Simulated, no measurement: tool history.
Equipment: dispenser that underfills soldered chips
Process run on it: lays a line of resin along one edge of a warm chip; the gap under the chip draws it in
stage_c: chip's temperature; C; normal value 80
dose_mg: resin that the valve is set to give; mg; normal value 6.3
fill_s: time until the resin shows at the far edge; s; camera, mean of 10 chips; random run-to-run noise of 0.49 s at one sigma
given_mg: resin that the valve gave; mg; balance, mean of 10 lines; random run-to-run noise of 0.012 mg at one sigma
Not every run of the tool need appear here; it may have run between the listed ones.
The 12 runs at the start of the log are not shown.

| run | hour | stage_c | dose_mg | fill_s | given_mg |
|---|---|---|---|---|---|
| 13 | 76.1 | 80 | 5.65 | 52.4 | 5.63 |
|  | 77.7 | new syringe of resin |
| 14 | 84.6 | 78 | 6.3 | 50.9 | 6.24 |
|  | 88.4 | new syringe of resin |
| 15 | 88.4 | 78 | 6.3 | 39.1 | 6.23 |
| 16 | 96.8 | 80 | 6.3 | 50 | 6.21 |
|  | 99.3 | new syringe of resin |
| 17 | 105.2 | 80 | 6.3 | 45.1 | 6.22 |
|  | 110 | new syringe of resin |
| 18 | 110 | 80 | 6.3 | 34.6 | 6.21 |
| 19 | 117.9 | 80 | 6.3 | 49 | 6.18 |
|  | 119.6 | dispensing valve cleaned and set on the balance |
|  | 122.1 | new syringe of resin |
| 20 | 124.1 | 71 | 6.36 | 60 | 6.36 |
| 21 | 127.6 | 72 | 6.97 | 65.2 | 6.98 |
| 22 | 131.5 | 85 | 6.3 | 39.9 | 6.27 |
|  | 132.9 | new syringe of resin |
| 23 | 139.9 | 75 | 6.26 | 59.9 | 6.2 |
|  | 144.2 | new syringe of resin |
| 24 | 147.2 | 80 | 8.14 | 39.5 | 8.08 |
| 25 | 150.7 | 74 | 5.97 | 62.3 | 5.92 |
|  | 155.2 | new syringe of resin |
| 26 | 155.9 | 68 | 5.97 | 67.2 | 5.9 |
| 27 | 160.2 | 78 | 5.84 | 48.7 | 5.79 |
|  | 166 | new syringe of resin |
| 28 | 167.8 | 78 | 5.84 | 41.4 | 5.74 |
| 29 | 174.9 | 78 | 5.84 | 56.1 | 5.74 |
|  | 177 | new syringe of resin |
| 30 | 178.6 | 83 | 5.76 | 32.9 | 5.67 |
| 31 | 183.6 | 83 | 5.76 | 40.4 | 5.64 |
|  | 187.7 | new syringe of resin |
| 32 | 188.5 | 69 | 7.82 | 61.4 | 7.69 |
|  | 191.9 | dispensing valve cleaned and set on the balance |
| 33 | 195.3 | 91 | 6.35 | 26.7 | 6.33 |
|  | 199.7 | new syringe of resin |
| 34 | 200.2 | 90 | 7.93 | 21.8 | 7.92 |
| 35 | 208.2 | 90 | 7.51 | 29.7 | 7.46 |
|  | 210.4 | new syringe of resin |
| 36 | 216.5 | 75 | 6.83 | 55.6 | 6.77 |

Predict each of these 3 candidate next runs independently; none follows another, all start after run 36:
|  | 221.1 | new syringe of resin |
| A | 223.5 | 82 | 7.6 | ? | ? |
|  | 221.1 | new syringe of resin |
| B | 223.5 | 95 | 6.53 | ? | ? |
|  | 221.1 | new syringe of resin |
| C | 223.5 | 69 | 7.63 | ? | ? |

| run | fill_s | given_mg |
|---|---|---|
| A | 34.6 | 7.52 |
| B | 19.3 | 6.47 |
| C | 67.4 | 7.54 |
Had the tool no hidden state, the same runs would have come out as:
| run | fill_s | given_mg |
|---|---|---|
| A | 35.3 | 7.59 |
| B | 19.5 | 6.53 |
| C | 69.4 | 7.61 |

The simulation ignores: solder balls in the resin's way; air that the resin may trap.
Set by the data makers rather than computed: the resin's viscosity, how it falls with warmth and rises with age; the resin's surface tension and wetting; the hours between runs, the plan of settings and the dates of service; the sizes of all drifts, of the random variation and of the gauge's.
